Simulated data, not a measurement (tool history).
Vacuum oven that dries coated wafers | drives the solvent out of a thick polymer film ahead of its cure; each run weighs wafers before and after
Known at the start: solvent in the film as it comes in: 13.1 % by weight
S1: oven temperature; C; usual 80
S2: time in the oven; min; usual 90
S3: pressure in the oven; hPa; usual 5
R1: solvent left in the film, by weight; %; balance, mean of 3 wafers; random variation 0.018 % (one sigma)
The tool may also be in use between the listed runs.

run,hour,S1,S2,S3,R1
1,0,80,90,5,2.01
2,15.8,80,90,5,2.01
3,30.2,80,90,5,2
4,55.8,80,90,7.39,2.05
5,74.3,91,90,7.39,0.57
6,87.7,91,90,7.39,0.61
7,105.6,91,90,7.39,0.59
8,132,65,53,5,7.21
9,158.3,79,105,10.42,1.91
10,176,78,54,4.35,4.25
11,193.8,78,54,4.35,4.26
12,215.9,72,64,5,5.07
13,244.1,80,90,5,1.98
14,258.5,77,128,18.52,2.05

3 ways to go on from here, each from the tool as it stands after run 14. What would each give?
A,280.1,80,121,11.73,?
B,280.1,69,106,4.16,?
C,280.1,65,49,7.52,?

run,R1
A,1.41
B,3.81
C,7.53
Without the tool's hidden state the same runs would have given:
run,R1
A,1.38
B,3.79
C,7.52
